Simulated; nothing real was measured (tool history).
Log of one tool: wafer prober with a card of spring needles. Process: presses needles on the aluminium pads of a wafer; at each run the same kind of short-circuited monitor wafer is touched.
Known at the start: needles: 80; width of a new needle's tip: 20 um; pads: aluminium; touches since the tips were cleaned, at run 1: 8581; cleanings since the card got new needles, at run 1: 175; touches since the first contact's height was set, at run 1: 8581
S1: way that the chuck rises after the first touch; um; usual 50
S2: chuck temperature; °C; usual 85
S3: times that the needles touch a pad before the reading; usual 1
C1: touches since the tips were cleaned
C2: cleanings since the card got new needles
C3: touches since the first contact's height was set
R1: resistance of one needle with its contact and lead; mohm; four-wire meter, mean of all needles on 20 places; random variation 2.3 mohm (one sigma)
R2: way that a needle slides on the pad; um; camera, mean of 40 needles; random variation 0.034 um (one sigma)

run 1 day=0 | S1=50 S2=85 S3=1 | C1=8581 C2=175 C3=8581 | R1=254 R2=11.75
-- day=0.15 tips cleaned on abrasive film
-- day=0.746 tips cleaned on abrasive film
-- day=1.492 tips cleaned on abrasive film
-- day=2.229 tips cleaned on abrasive film
run 2 day=2.671 | S1=50 S2=85 S3=1 | C1=6729 C2=179 C3=48972 | R1=253 R2=11.77
-- day=2.971 tips cleaned on abrasive film
-- day=3.708 tips cleaned on abrasive film
-- day=4.162 height of the first contact set anew
run 3 day=4.233 | S1=50 S2=85 S3=1 | C1=7816 C2=181 C3=1067 | R1=251 R2=11.75
-- day=4.388 tips cleaned on abrasive film
-- day=4.983 tips cleaned on abrasive film
-- day=5.575 tips cleaned on abrasive film
-- day=6.321 tips cleaned on abrasive film
-- day=7.062 tips cleaned on abrasive film
run 4 day=7.104 | S1=33 S2=85 S3=1 | C1=615 C2=186 C3=44420 | R1=266 R2=7.76
-- day=7.696 tips cleaned on abrasive film
-- day=8.442 tips cleaned on abrasive film
run 5 day=8.454 | S1=50 S2=85 S3=1 | C1=225 C2=188 C3=64888 | R1=253 R2=11.8
-- day=8.912 height of the first contact set anew
-- day=9.062 tips cleaned on abrasive film
-- day=9.804 tips cleaned on abrasive film
-- day=10.538 tips cleaned on abrasive film
-- day=11.133 tips cleaned on abrasive film
-- day=11.729 tips cleaned on abrasive film
run 6 day=11.825 | S1=33 S2=85 S3=1 | C1=1478 C2=193 C3=44076 | R1=270 R2=7.69
-- day=12.421 tips cleaned on abrasive film
-- day=13.017 tips cleaned on abrasive film
-- day=13.758 tips cleaned on abrasive film
-- day=13.771 height of the first contact set anew
-- day=14.504 tips cleaned on abrasive film
-- day=15.142 tips cleaned on abrasive film
run 7 day=15.142 | S1=33 S2=85 S3=1 | C1=0 C2=198 C3=20705 | R1=265 R2=7.8
-- day=15.875 tips cleaned on abrasive film
-- day=16.612 tips cleaned on abrasive film
-- day=17.204 tips cleaned on abrasive film
-- day=17.95 tips cleaned on abrasive film
run 8 day=18.333 | S1=50 S2=85 S3=2 | C1=5850 C2=202 C3=69056 | R1=253 R2=11.77
-- day=18.492 height of the first contact set anew
-- day=18.646 tips cleaned on abrasive film
-- day=19.388 tips cleaned on abrasive film
run 9 day=19.971 | S1=50 S2=85 S3=2 | C1=8898 C2=204 C3=22394 | R1=252 R2=11.77
-- day=20.125 tips cleaned on abrasive film
-- day=20.721 tips cleaned on abrasive film
-- day=21.317 tips cleaned on abrasive film
-- day=22.058 tips cleaned on abrasive film
-- day=22.8 tips cleaned on abrasive film
-- day=23.254 height of the first contact set anew
run 10 day=23.254 | S1=50 S2=85 S3=1 | C1=6689 C2=209 C3=0 | R1=251 R2=11.81
-- day=23.55 tips cleaned on abrasive film
-- day=24.146 tips cleaned on abrasive film
-- day=24.892 tips cleaned on abrasive film
-- day=25.633 tips cleaned on abrasive film
run 11 day=26.029 | S1=50 S2=41 S3=1 | C1=6010 C2=213 C3=42001 | R1=240 R2=11.74
-- day=26.329 tips cleaned on abrasive film
-- day=27.071 tips cleaned on abrasive film
-- day=27.812 tips cleaned on abrasive film
-- day=28.121 height of the first contact set anew
-- day=28.421 tips cleaned on abrasive film
run 12 day=28.75 | S1=50 S2=85 S3=1 | C1=5020 C2=217 C3=9520 | R1=253 R2=11.77
-- day=29.05 tips cleaned on abrasive film
-- day=29.792 tips cleaned on abrasive film
run 13 day=30.146 | S1=50 S2=85 S3=1 | C1=5375 C2=219 C3=30641 | R1=252 R2=11.83
-- day=30.446 tips cleaned on abrasive film
-- day=31.042 tips cleaned on abrasive film
-- day=31.783 tips cleaned on abrasive film
-- day=32.525 tips cleaned on abrasive film
-- day=32.983 height of the first contact set anew
run 14 day=33.088 | S1=50 S2=36 S3=1 | C1=8348 C2=223 C3=1600 | R1=242 R2=11.74
-- day=33.238 tips cleaned on abrasive film
-- day=33.983 tips cleaned on abrasive film
-- day=34.483 card fitted with new needles
-- day=35.075 tips cleaned on abrasive film
-- day=35.671 tips cleaned on abrasive film
run 15 day=35.779 | S1=60 S2=85 S3=1 | C1=1608 C2=2 C3=19604 | R1=244 R2=14.06
-- day=36.371 tips cleaned on abrasive film
-- day=37.092 tips cleaned on abrasive film
run 16 day=37.25 | S1=60 S2=85 S3=1 | C1=2381 C2=4 C3=41894 | R1=250 R2=14.05
-- day=37.696 tips cleaned on abrasive film
-- day=38.429 tips cleaned on abrasive film
-- day=39.025 tips cleaned on abrasive film
-- day=39.333 height of the first contact set anew
-- day=39.633 tips cleaned on abrasive film
run 17 day=39.7 | S1=60 S2=85 S3=1 | C1=1036 C2=8 C3=5535 | R1=249 R2=14.14
-- day=40.296 tips cleaned on abrasive film
-- day=40.892 tips cleaned on abrasive film
-- day=41.633 tips cleaned on abrasive film
-- day=42.379 tips cleaned on abrasive film
run 18 day=42.5 | S1=50 S2=58 S3=3 | C1=1866 C2=12 C3=47891 | R1=246 R2=11.8
-- day=43.096 tips cleaned on abrasive film
-- day=43.692 tips cleaned on abrasive film
-- day=44.083 height of the first contact set anew
run 19 day=44.083 | S1=50 S2=58 S3=1 | C1=5804 C2=14 C3=0 | R1=241 R2=11.76
-- day=44.383 tips cleaned on abrasive film
-- day=44.979 tips cleaned on abrasive film
-- day=45.575 tips cleaned on abrasive film
-- day=46.317 tips cleaned on abrasive film
run 20 day=46.479 | S1=37 S2=91 S3=3 | C1=2496 C2=18 C3=36237 | R1=265 R2=8.73
-- day=46.929 tips cleaned on abrasive film
-- day=47.525 tips cleaned on abrasive film
-- day=48.117 tips cleaned on abrasive film
-- day=48.85 tips cleaned on abrasive film
-- day=48.862 height of the first contact set anew
run 21 day=49.171 | S1=50 S2=44 S3=2 | C1=4691 C2=22 C3=4691 | R1=241 R2=11.79
-- day=49.471 tips cleaned on abrasive film
-- day=50.212 tips cleaned on abrasive film
run 22 day=50.604 | S1=50 S2=44 S3=2 | C1=5987 C2=24 C3=26430 | R1=234 R2=11.8
-- day=50.904 tips cleaned on abrasive film
-- day=51.642 tips cleaned on abrasive film
-- day=52.238 tips cleaned on abrasive film
run 23 day=52.45 | S1=58 S2=85 S3=2 | C1=3245 C2=27 C3=54316 | R1=248 R2=13.66
-- day=52.896 tips cleaned on abrasive film
-- day=53.642 tips cleaned on abrasive film
-- day=53.654 height of the first contact set anew
-- day=54.392 tips cleaned on abrasive film
-- day=54.988 tips cleaned on abrasive film
run 24 day=55.025 | S1=50 S2=85 S3=2 | C1=550 C2=31 C3=20751 | R1=247 R2=11.8
-- day=55.621 tips cleaned on abrasive film
-- day=56.362 tips cleaned on abrasive film
-- day=56.958 tips cleaned on abrasive film
run 25 day=57.338 | S1=50 S2=57 S3=2 | C1=5788 C2=34 C3=55785 | R1=243 R2=11.73
-- day=57.638 tips cleaned on abrasive film
-- day=58.379 tips cleaned on abrasive film
-- day=58.392 height of the first contact set anew
-- day=59.133 tips cleaned on abrasive film
run 26 day=59.504 | S1=62 S2=59 S3=3 | C1=5637 C2=37 C3=16860 | R1=240 R2=14.6

How the hidden state differs across the entries between the runs, from the last listed run before each to the first after it:
Between runs 1 and 2: tips cleaned on abrasive film (day 0.15); tips cleaned on abrasive film (day 0.746); tips cleaned on abrasive film (day 1.492); tips cleaned on abrasive film (day 2.229)
  no hidden state differs between the two runs
Between runs 2 and 3: tips cleaned on abrasive film (day 2.971); tips cleaned on abrasive film (day 3.708); height of the first contact set anew (day 4.162)
  no hidden state differs between the two runs
Between runs 3 and 4: tips cleaned on abrasive film (day 4.388); tips cleaned on abrasive film (day 4.983); tips cleaned on abrasive film (day 5.575); tips cleaned on abrasive film (day 6.321); tips cleaned on abrasive film (day 7.062)
  debris on the tips, nm: 0.2 -> 0
Between runs 4 and 5: tips cleaned on abrasive film (day 7.696); tips cleaned on abrasive film (day 8.442)
  no hidden state differs between the two runs
Between runs 5 and 6: height of the first contact set anew (day 8.912); tips cleaned on abrasive film (day 9.062); tips cleaned on abrasive film (day 9.804); tips cleaned on abrasive film (day 10.538); tips cleaned on abrasive film (day 11.133); tips cleaned on abrasive film (day 11.729)
  debris on the tips, nm: 0 -> 0.1
Between runs 6 and 7: tips cleaned on abrasive film (day 12.421); tips cleaned on abrasive film (day 13.017); tips cleaned on abrasive film (day 13.758); height of the first contact set anew (day 13.771); tips cleaned on abrasive film (day 14.504); tips cleaned on abrasive film (day 15.142)
  debris on the tips, nm: 0.1 -> 0
Between runs 7 and 8: tips cleaned on abrasive film (day 15.875); tips cleaned on abrasive film (day 16.612); tips cleaned on abrasive film (day 17.204); tips cleaned on abrasive film (day 17.95)
  debris on the tips, nm: 0 -> 0.1
Between runs 8 and 9: height of the first contact set anew (day 18.492); tips cleaned on abrasive film (day 18.646); tips cleaned on abrasive film (day 19.388)
  debris on the tips, nm: 0.1 -> 0.2
Between runs 9 and 10: tips cleaned on abrasive film (day 20.125); tips cleaned on abrasive film (day 20.721); tips cleaned on abrasive film (day 21.317); tips cleaned on abrasive film (day 22.058); tips cleaned on abrasive film (day 22.8); height of the first contact set anew (day 23.254)
  debris on the tips, nm: 0.2 -> 0.1
Between runs 10 and 11: tips cleaned on abrasive film (day 23.55); tips cleaned on abrasive film (day 24.146); tips cleaned on abrasive film (day 24.892); tips cleaned on abrasive film (day 25.633)
  debris on the tips, nm: 0.1 -> 0.2
Between runs 11 and 12: tips cleaned on abrasive film (day 26.329); tips cleaned on abrasive film (day 27.071); tips cleaned on abrasive film (day 27.812); height of the first contact set anew (day 28.121); tips cleaned on abrasive film (day 28.421)
  debris on the tips, nm: 0.2 -> 0.1
Between runs 12 and 13: tips cleaned on abrasive film (day 29.05); tips cleaned on abrasive film (day 29.792)
  no hidden state differs between the two runs
Between runs 13 and 14: tips cleaned on abrasive film (day 30.446); tips cleaned on abrasive film (day 31.042); tips cleaned on abrasive film (day 31.783); tips cleaned on abrasive film (day 32.525); height of the first contact set anew (day 32.983)
  debris on the tips, nm: 0.1 -> 0.2
Between runs 14 and 15: tips cleaned on abrasive film (day 33.238); tips cleaned on abrasive film (day 33.983); card fitted with new needles (day 34.483); tips cleaned on abrasive film (day 35.075); tips cleaned on abrasive film (day 35.671)
  debris on the tips, nm: 0.2 -> 0.1; tips' diameter, um: 20.01 -> 20
Between runs 15 and 16: tips cleaned on abrasive film (day 36.371); tips cleaned on abrasive film (day 37.092)
  no hidden state differs between the two runs
Between runs 16 and 17: tips cleaned on abrasive film (day 37.696); tips cleaned on abrasive film (day 38.429); tips cleaned on abrasive film (day 39.025); height of the first contact set anew (day 39.333); tips cleaned on abrasive film (day 39.633)
  no hidden state differs between the two runs
Between runs 17 and 18: tips cleaned on abrasive film (day 40.296); tips cleaned on abrasive film (day 40.892); tips cleaned on abrasive film (day 41.633); tips cleaned on abrasive film (day 42.379)
  no hidden state differs between the two runs
Between runs 18 and 19: tips cleaned on abrasive film (day 43.096); tips cleaned on abrasive film (day 43.692); height of the first contact set anew (day 44.083)
  no hidden state differs between the two runs
Between runs 19 and 20: tips cleaned on abrasive film (day 44.383); tips cleaned on abrasive film (day 44.979); tips cleaned on abrasive film (day 45.575); tips cleaned on abrasive film (day 46.317)
  no hidden state differs between the two runs
Between runs 20 and 21: tips cleaned on abrasive film (day 46.929); tips cleaned on abrasive film (day 47.525); tips cleaned on abrasive film (day 48.117); tips cleaned on abrasive film (day 48.85); height of the first contact set anew (day 48.862)
  no hidden state differs between the two runs
Between runs 21 and 22: tips cleaned on abrasive film (day 49.471); tips cleaned on abrasive film (day 50.212)
  no hidden state differs between the two runs
Between runs 22 and 23: tips cleaned on abrasive film (day 50.904); tips cleaned on abrasive film (day 51.642); tips cleaned on abrasive film (day 52.238)
  no hidden state differs between the two runs
Between runs 23 and 24: tips cleaned on abrasive film (day 52.896); tips cleaned on abrasive film (day 53.642); height of the first contact set anew (day 53.654); tips cleaned on abrasive film (day 54.392); tips cleaned on abrasive film (day 54.988)
  debris on the tips, nm: 0.1 -> 0
Between runs 24 and 25: tips cleaned on abrasive film (day 55.621); tips cleaned on abrasive film (day 56.362); tips cleaned on abrasive film (day 56.958)
  debris on the tips, nm: 0 -> 0.1
Between runs 25 and 26: tips cleaned on abrasive film (day 57.638); tips cleaned on abrasive film (day 58.379); height of the first contact set anew (day 58.392); tips cleaned on abrasive film (day 59.133)
  no hidden state differs between the two runs
